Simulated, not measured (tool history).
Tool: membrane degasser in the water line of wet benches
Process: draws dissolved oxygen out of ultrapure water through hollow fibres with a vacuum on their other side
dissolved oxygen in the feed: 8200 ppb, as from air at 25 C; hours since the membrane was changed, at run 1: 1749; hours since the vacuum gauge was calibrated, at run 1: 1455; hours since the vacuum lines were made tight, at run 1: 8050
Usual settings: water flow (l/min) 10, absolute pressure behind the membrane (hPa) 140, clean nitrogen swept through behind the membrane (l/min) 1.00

run,hour,water flow (l/min),absolute pressure behind the membrane (hPa),clean nitrogen swept through behind the membrane (l/min),hours since the membrane was changed,hours since the vacuum gauge was calibrated,hours since the vacuum lines were made tight,dissolved oxygen in the water behind the degasser (ppb),pressure that the water loses in the fibres (hPa)
1,0.0,10,140,1.00,1749,1455,8050,271.6,506.4
2,51.0,10,140,0.69,1800,1506,8101,368.3,504.4
3,105.6,10,140,1.00,1854,1561,8156,265.6,502.6
4,162.3,10,140,1.00,1911,1617,8213,270.6,505.9
5,193.1,10,140,1.00,1942,1648,8243,275.1,504.4
6,238.7,10,140,1.95,1988,1694,8289,148.8,503.3
7,298.8,10,140,1.95,2048,1754,8349,150.1,505.6
8,330.5,10,140,1.95,2079,1786,8381,147.5,503.3
9,381.4,10,140,1.95,2130,1837,8432,150.2,506.9
10,428.5,10,140,1.01,2177,1884,8479,271.0,510.9
11,459.5,10,140,1.01,2208,1915,8510,268.3,510.0
12,510.4,10,140,2.50,2259,1966,8561,121.8,504.9
13,556.7,10,146,1.00,2306,2012,8607,286.8,506.9
14,597.1,10,182,1.00,2346,2052,8647,372.6,507.0
15,657.4,9,140,1.00,2406,2113,8708,245.4,455.5
16,715.2,10,140,1.00,2464,2170,8766,270.3,509.1
17,767.8,10,140,1.00,2517,2223,8818,271.2,506.0
18,806.7,10,140,1.00,2556,2262,8857,271.9,506.3
19,848.6,7,345,0.58,2597,2304,8899,860.5,354.2
20,884.6,12,306,1.67,2633,2340,8935,499.7,610.4
21,911.6,13,158,0.42,2660,2367,8962,804.1,659.1
22,938.0,13,158,0.42,2687,2393,8988,805.0,662.7
# hour 941.2: vacuum gauge calibrated
23,992.7,10,100,1.00,2741,52,9043,178.0,509.4
24,1053.3,10,140,1.25,2802,112,9103,221.6,509.6
25,1097.8,10,308,2.76,2846,157,9148,268.2,508.7
26,1159.6,9,106,1.07,2908,218,9209,161.1,454.7
27,1193.5,9,106,1.07,2942,252,9243,159.3,458.8
# hour 1211.3: vacuum gauge calibrated, once more
28,1226.1,9,106,1.07,2974,15,9275,159.9,460.6
29,1291.5,9,106,1.07,3039,80,9341,162.5,461.9
30,1351.8,7,167,0.63,3100,141,9401,366.5,356.6
31,1396.5,10,151,1.00,3144,185,9446,304.3,504.5
32,1442.0,10,151,1.00,3190,231,9491,299.6,509.3
33,1488.2,12,151,1.00,3236,277,9538,360.4,612.9

Some steps in dissolved oxygen in the water behind the degasser (ppb) between neighbouring runs. How much of each would the tool show without its hidden state too (settings, what came in, random variation), and how much is left for the hidden state, with any gauge scatter that isn't in both results?
The hidden state here: membrane still open, %; true pressure behind the membrane over the reading, kPa; air that leaks in behind the membrane, l/min; drift of the gauge itself on oxygen_ppb, %; drift of the gauge itself on loss_of_pressure_kpa, %.
Run 18 -> 19: water flow (l/min) 10 -> 7, absolute pressure behind the membrane (hPa) 140 -> 345, clean nitrogen swept through behind the membrane (l/min) 1.00 -> 0.58. dissolved oxygen in the water behind the degasser (ppb) +588.6: hidden state +40.7, all else +547.9.
Run 19 -> 20: water flow (l/min) 7 -> 12, absolute pressure behind the membrane (hPa) 345 -> 306, clean nitrogen swept through behind the membrane (l/min) 0.58 -> 1.67. dissolved oxygen in the water behind the degasser (ppb) -360.8: hidden state -30.5, all else -330.3.
Run 22 -> 23: water flow (l/min) 13 -> 10, absolute pressure behind the membrane (hPa) 158 -> 100, clean nitrogen swept through behind the membrane (l/min) 0.42 -> 1.00, vacuum gauge calibrated. dissolved oxygen in the water behind the degasser (ppb) -627.0: hidden state -6.0, all else -621.0.
Run 29 -> 30: water flow (l/min) 9 -> 7, absolute pressure behind the membrane (hPa) 106 -> 167, clean nitrogen swept through behind the membrane (l/min) 1.07 -> 0.63. dissolved oxygen in the water behind the degasser (ppb) +204.0: hidden state +14.8, all else +189.2.
